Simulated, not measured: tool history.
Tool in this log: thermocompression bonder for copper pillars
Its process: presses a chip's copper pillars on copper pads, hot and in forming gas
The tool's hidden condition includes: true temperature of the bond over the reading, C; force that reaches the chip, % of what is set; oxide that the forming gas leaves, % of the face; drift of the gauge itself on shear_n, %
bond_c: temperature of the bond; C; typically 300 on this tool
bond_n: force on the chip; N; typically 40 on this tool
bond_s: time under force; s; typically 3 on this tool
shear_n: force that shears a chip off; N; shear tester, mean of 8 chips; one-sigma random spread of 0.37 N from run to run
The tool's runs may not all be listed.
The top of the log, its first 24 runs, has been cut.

run,day,bond_c,bond_n,bond_s,hours of work since the heater was calibrated,hours of work since the force cell was calibrated,hours of work since the gas filter was changed,shear_n
25,52.071,275,48,2,57,189,49,28.9
26,55.621,323,50,7,96,228,88,69.8
27,58.392,295,40,2,127,258,118,33.5
# day 60.279: forming gas filter changed
28,60.279,277,36,4,147,279,0,35.2
29,61.842,300,56,3,164,296,17,52.3
30,64.862,300,36,3,197,329,50,41.3
31,68.296,300,36,3,235,366,88,40.4
32,71.638,321,24,2,271,403,124,35.5
# day 73.067: forming gas filter changed
33,74.221,321,24,2,299,431,13,38.4
34,77.179,305,40,7,331,463,45,58.5
35,79.225,285,54,3,354,486,67,40.1
36,82.458,285,56,2,389,521,103,33.9
37,85.067,321,28,2,418,549,131,38.2
# day 85.983: forming gas filter changed
38,87.717,288,40,3,446,578,19,37.6
39,90.754,307,40,9,480,611,52,62.7

3 ways to go on from here, each from the tool as it stands after run 39. What would each give?
A,94.133,306,35,8,516,648,89,?
B,94.133,307,55,4,516,648,89,?
C,94.133,300,40,2,516,648,89,?

run,shear_n
A,56.3
B,55.6
C,35.8
With the hidden condition removed and each run's random variation left untouched, the same runs would have given:
run,shear_n
A,62.5
B,61.8
C,40.3

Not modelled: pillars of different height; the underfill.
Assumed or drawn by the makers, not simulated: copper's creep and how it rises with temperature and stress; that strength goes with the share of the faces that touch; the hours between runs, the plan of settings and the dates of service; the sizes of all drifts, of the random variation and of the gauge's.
